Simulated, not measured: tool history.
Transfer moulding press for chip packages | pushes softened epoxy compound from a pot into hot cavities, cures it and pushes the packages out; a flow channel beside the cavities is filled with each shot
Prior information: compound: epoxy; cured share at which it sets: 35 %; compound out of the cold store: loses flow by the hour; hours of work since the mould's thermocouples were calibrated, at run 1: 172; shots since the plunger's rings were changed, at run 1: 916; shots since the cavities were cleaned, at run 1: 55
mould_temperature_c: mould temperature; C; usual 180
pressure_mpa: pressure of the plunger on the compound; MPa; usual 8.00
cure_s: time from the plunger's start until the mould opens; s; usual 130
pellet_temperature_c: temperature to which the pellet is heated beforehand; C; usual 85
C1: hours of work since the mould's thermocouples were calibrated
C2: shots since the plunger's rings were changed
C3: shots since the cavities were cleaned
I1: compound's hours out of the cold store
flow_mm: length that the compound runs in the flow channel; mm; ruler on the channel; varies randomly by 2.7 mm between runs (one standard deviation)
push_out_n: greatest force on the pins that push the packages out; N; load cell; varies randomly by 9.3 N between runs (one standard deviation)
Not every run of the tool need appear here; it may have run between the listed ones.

run 1 hour=0.0 | mould_temperature_c=180 pressure_mpa=8.00 cure_s=130 pellet_temperature_c=85 | C1=172 C2=916 C3=55 | I1=8.8 | flow_mm=893 push_out_n=466
run 2 hour=16.3 | mould_temperature_c=180 pressure_mpa=8.00 cure_s=130 pellet_temperature_c=93 | C1=179 C2=1021 C3=160 | I1=15.5 | flow_mm=875 push_out_n=506
run 3 hour=23.2 | mould_temperature_c=177 pressure_mpa=8.00 cure_s=130 pellet_temperature_c=85 | C1=182 C2=1065 C3=204 | I1=37.2 | flow_mm=826 push_out_n=660
run 4 hour=38.8 | mould_temperature_c=177 pressure_mpa=8.00 cure_s=130 pellet_temperature_c=82 | C1=189 C2=1165 C3=304 | I1=9.4 | flow_mm=898 push_out_n=760
run 5 hour=50.9 | mould_temperature_c=180 pressure_mpa=8.00 cure_s=130 pellet_temperature_c=85 | C1=194 C2=1243 C3=382 | I1=22.3 | flow_mm=851 push_out_n=652
run 6 hour=62.4 | mould_temperature_c=180 pressure_mpa=8.00 cure_s=131 pellet_temperature_c=85 | C1=199 C2=1317 C3=456 | I1=47.6 | flow_mm=789 push_out_n=662
run 7 hour=76.4 | mould_temperature_c=180 pressure_mpa=8.00 cure_s=130 pellet_temperature_c=85 | C1=205 C2=1407 C3=546 | I1=46.3 | flow_mm=786 push_out_n=684
run 8 hour=87.2 | mould_temperature_c=178 pressure_mpa=8.00 cure_s=130 pellet_temperature_c=85 | C1=210 C2=1476 C3=615 | I1=32.3 | flow_mm=834 push_out_n=808
run 9 hour=98.9 | mould_temperature_c=180 pressure_mpa=8.00 cure_s=130 pellet_temperature_c=85 | C1=215 C2=1552 C3=691 | I1=44.7 | flow_mm=795 push_out_n=701
run 10 hour=114.4 | mould_temperature_c=180 pressure_mpa=8.00 cure_s=130 pellet_temperature_c=85 | C1=221 C2=1651 C3=790 | I1=11.1 | flow_mm=874 push_out_n=799
run 11 hour=124.8 | mould_temperature_c=180 pressure_mpa=8.00 cure_s=130 pellet_temperature_c=88 | C1=226 C2=1718 C3=857 | I1=28.6 | flow_mm=824 push_out_n=821
-- hour=132.9 cavities cleaned with cleaning compound and waxed
run 12 hour=134.0 | mould_temperature_c=180 pressure_mpa=8.00 cure_s=130 pellet_temperature_c=88 | C1=229 C2=1767 C3=7 | I1=29.7 | flow_mm=828 push_out_n=887
run 13 hour=141.8 | mould_temperature_c=180 pressure_mpa=8.00 cure_s=130 pellet_temperature_c=88 | C1=233 C2=1817 C3=57 | I1=33.3 | flow_mm=816 push_out_n=942
run 14 hour=157.3 | mould_temperature_c=180 pressure_mpa=8.00 cure_s=130 pellet_temperature_c=88 | C1=239 C2=1917 C3=157 | I1=35.8 | flow_mm=808 push_out_n=883
run 15 hour=170.1 | mould_temperature_c=180 pressure_mpa=8.00 cure_s=130 pellet_temperature_c=88 | C1=245 C2=1999 C3=239 | I1=45.2 | flow_mm=783 push_out_n=900
-- hour=174.9 cavities cleaned with cleaning compound and waxed, once more
run 16 hour=183.3 | mould_temperature_c=184 pressure_mpa=8.00 cure_s=150 pellet_temperature_c=85 | C1=250 C2=2074 C3=54 | I1=44.1 | flow_mm=776 push_out_n=346
run 17 hour=199.2 | mould_temperature_c=174 pressure_mpa=7.85 cure_s=150 pellet_temperature_c=93 | C1=257 C2=2176 C3=156 | I1=35.1 | flow_mm=822 push_out_n=558
run 18 hour=208.3 | mould_temperature_c=174 pressure_mpa=7.85 cure_s=150 pellet_temperature_c=93 | C1=260 C2=2234 C3=214 | I1=47.4 | flow_mm=786 push_out_n=577
run 19 hour=215.1 | mould_temperature_c=179 pressure_mpa=8.92 cure_s=150 pellet_temperature_c=81 | C1=263 C2=2278 C3=258 | I1=41.6 | flow_mm=836 push_out_n=496
run 20 hour=225.2 | mould_temperature_c=179 pressure_mpa=8.92 cure_s=150 pellet_temperature_c=81 | C1=268 C2=2343 C3=323 | I1=34.9 | flow_mm=857 push_out_n=544
run 21 hour=234.0 | mould_temperature_c=179 pressure_mpa=6.19 cure_s=133 pellet_temperature_c=93 | C1=271 C2=2400 C3=380 | I1=37.2 | flow_mm=703 push_out_n=647
run 22 hour=247.8 | mould_temperature_c=179 pressure_mpa=6.19 cure_s=133 pellet_temperature_c=93 | C1=277 C2=2489 C3=469 | I1=43.4 | flow_mm=692 push_out_n=664
run 23 hour=256.4 | mould_temperature_c=180 pressure_mpa=8.19 cure_s=130 pellet_temperature_c=85 | C1=281 C2=2543 C3=523 | I1=33.5 | flow_mm=815 push_out_n=695
run 24 hour=264.4 | mould_temperature_c=180 pressure_mpa=8.19 cure_s=130 pellet_temperature_c=85 | C1=284 C2=2595 C3=575 | I1=36.9 | flow_mm=804 push_out_n=693
run 25 hour=274.9 | mould_temperature_c=180 pressure_mpa=9.84 cure_s=121 pellet_temperature_c=85 | C1=289 C2=2663 C3=643 | I1=22.0 | flow_mm=928 push_out_n=864
run 26 hour=291.5 | mould_temperature_c=184 pressure_mpa=6.09 cure_s=124 pellet_temperature_c=84 | C1=296 C2=2769 C3=749 | I1=22.1 | flow_mm=715 push_out_n=672
run 27 hour=301.5 | mould_temperature_c=184 pressure_mpa=6.09 cure_s=124 pellet_temperature_c=84 | C1=300 C2=2833 C3=813 | I1=15.9 | flow_mm=734 push_out_n=713
run 28 hour=312.2 | mould_temperature_c=183 pressure_mpa=6.74 cure_s=130 pellet_temperature_c=85 | C1=305 C2=2902 C3=882 | I1=32.0 | flow_mm=729 push_out_n=725
-- hour=316.4 cavities cleaned with cleaning compound and waxed
run 29 hour=327.4 | mould_temperature_c=180 pressure_mpa=8.00 cure_s=164 pellet_temperature_c=75 | C1=311 C2=2990 C3=70 | I1=16.2 | flow_mm=848 push_out_n=370

Consider 3 possible next runs. They are alternatives, not a sequence: every one starts from the tool as it was left by run 29. What does each give?
run A hour=338.0 | mould_temperature_c=176 pressure_mpa=8.00 cure_s=129 pellet_temperature_c=94 | C1=315 C2=3058 C3=138 | I1=8.6 | flow_mm=? push_out_n=?
run B hour=338.0 | mould_temperature_c=183 pressure_mpa=8.00 cure_s=164 pellet_temperature_c=77 | C1=315 C2=3058 C3=138 | I1=22.0 | flow_mm=? push_out_n=?
run C hour=338.0 | mould_temperature_c=180 pressure_mpa=8.00 cure_s=164 pellet_temperature_c=78 | C1=315 C2=3058 C3=138 | I1=26.7 | flow_mm=? push_out_n=?

run=A flow_mm=883 push_out_n=665
run=B flow_mm=822 push_out_n=402
run=C flow_mm=817 push_out_n=408
The same runs, with their run-to-run variation unchanged, on a tool lacking any hidden condition would have given:
run=A flow_mm=922 push_out_n=542
run=B flow_mm=858 push_out_n=320
run=C flow_mm=853 push_out_n=326
